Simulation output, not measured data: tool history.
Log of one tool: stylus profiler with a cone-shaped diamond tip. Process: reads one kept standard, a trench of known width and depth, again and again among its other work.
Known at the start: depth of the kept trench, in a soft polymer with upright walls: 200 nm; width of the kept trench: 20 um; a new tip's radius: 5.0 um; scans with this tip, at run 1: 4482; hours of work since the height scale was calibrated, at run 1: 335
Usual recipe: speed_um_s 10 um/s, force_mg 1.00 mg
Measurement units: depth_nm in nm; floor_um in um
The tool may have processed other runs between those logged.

| run | hour | speed_um_s | force_mg | scans with this tip | hours of work since the height scale was calibrated | depth_nm | floor_um |
|---|---|---|---|---|---|---|---|
| 1 | 0.0 | 10 | 1.00 | 4482 | 335 | 201.33 | 17.09 |
| 2 | 86.5 | 10 | 0.45 | 5113 | 382 | 200.79 | 17.13 |
| 3 | 192.1 | 10 | 0.45 | 5883 | 440 | 200.73 | 17.12 |
| 4 | 300.0 | 10 | 1.00 | 6670 | 499 | 201.42 | 17.10 |
| 5 | 376.5 | 10 | 1.00 | 7229 | 541 | 201.31 | 17.18 |
| 6 | 437.8 | 10 | 1.00 | 7676 | 574 | 201.41 | 17.15 |
| 7 | 512.6 | 4 | 1.00 | 8222 | 615 | 201.45 | 17.22 |
| 8 | 618.4 | 4 | 1.00 | 8993 | 673 | 201.46 | 17.17 |
| 9 | 745.5 | 10 | 1.00 | 9921 | 742 | 201.50 | 17.11 |
| 10 | 872.2 | 10 | 1.00 | 10845 | 811 | 201.38 | 17.12 |
| 11 | 967.8 | 10 | 1.00 | 11542 | 863 | 201.43 | 17.10 |
| 12 | 1032.2 | 20 | 1.00 | 12013 | 899 | 201.41 | 17.05 |
| 13 | 1130.4 | 10 | 1.00 | 12729 | 952 | 201.43 | 17.14 |
| 14 | 1199.4 | 10 | 1.00 | 13232 | 990 | 201.38 | 17.15 |
|  | 1232.8 | height scale calibrated on a step standard |
| 15 | 1304.6 | 3 | 1.00 | 13996 | 39 | 201.45 | 17.17 |
| 16 | 1377.2 | 3 | 1.00 | 14525 | 79 | 201.39 | 17.16 |
| 17 | 1497.5 | 3 | 1.00 | 15403 | 144 | 201.36 | 17.14 |
| 18 | 1590.4 | 3 | 1.00 | 16081 | 195 | 201.44 | 17.22 |
| 19 | 1704.9 | 3 | 1.00 | 16917 | 258 | 201.48 | 17.08 |
| 20 | 1800.4 | 8 | 2.53 | 17613 | 310 | 202.61 | 17.13 |
| 21 | 1853.6 | 15 | 0.99 | 18001 | 339 | 201.35 | 17.13 |
| 22 | 1922.0 | 15 | 0.99 | 18500 | 376 | 201.47 | 17.05 |
| 23 | 1990.4 | 7 | 0.34 | 18999 | 413 | 200.71 | 17.14 |
| 24 | 2079.7 | 4 | 1.06 | 19651 | 462 | 201.41 | 17.14 |
| 25 | 2171.7 | 3 | 0.47 | 20322 | 512 | 200.80 | 17.15 |
|  | 2237.7 | new tip fitted, height scale calibrated |
| 26 | 2295.8 | 14 | 1.02 | 424 | 32 | 201.41 | 17.15 |
| 27 | 2387.5 | 3 | 2.88 | 1093 | 82 | 202.88 | 17.20 |
| 28 | 2481.8 | 3 | 2.88 | 1781 | 133 | 202.85 | 17.15 |
| 29 | 2585.1 | 10 | 1.78 | 2534 | 190 | 202.09 | 17.18 |
| 30 | 2645.0 | 10 | 1.78 | 2971 | 222 | 202.05 | 17.13 |
| 31 | 2739.1 | 33 | 0.89 | 3658 | 274 | 201.35 | 17.09 |
| 32 | 2849.3 | 17 | 0.44 | 4462 | 334 | 200.91 | 17.12 |
| 33 | 2918.6 | 17 | 0.44 | 4967 | 372 | 200.77 | 17.07 |
| 34 | 3021.1 | 12 | 0.54 | 5715 | 428 | 200.90 | 17.12 |
| 35 | 3122.2 | 22 | 2.10 | 6453 | 483 | 202.17 | 17.07 |

Subtracting, for every run, the result it would have given without the tool's unlogged condition from the measured result gives the following. The same run-to-run variation enters both numbers; the gauge's scatter may not:
Hidden state at play: radius of the tip, um; height scale over the true one, %; drift of the gauge itself on depth_nm, %; drift of the gauge itself on floor_um, %.
| run | floor_um |
|---|---|
| 1 | -0.01 |
| 2 | -0.01 |
| 3 | -0.01 |
| 4 | -0.01 |
| 5 | -0.01 |
| 6 | -0.01 |
| 7 | -0.01 |
| 8 | -0.02 |
| 9 | -0.01 |
| 10 | -0.02 |
| 11 | -0.02 |
| 12 | -0.02 |
| 13 | -0.02 |
| 14 | -0.02 |
| 15 | -0.02 |
| 16 | -0.03 |
| 17 | -0.02 |
| 18 | -0.02 |
| 19 | -0.03 |
| 20 | -0.03 |
| 21 | -0.03 |
| 22 | -0.03 |
| 23 | -0.03 |
| 24 | -0.04 |
| 25 | -0.04 |
| 26 | +0.00 |
| 27 | +0.00 |
| 28 | +0.00 |
| 29 | -0.01 |
| 30 | -0.01 |
| 31 | -0.01 |
| 32 | -0.01 |
| 33 | -0.01 |
| 34 | +0.00 |
| 35 | -0.01 |
depth_nm: at most 0.01 nm away from the measurement, every run.
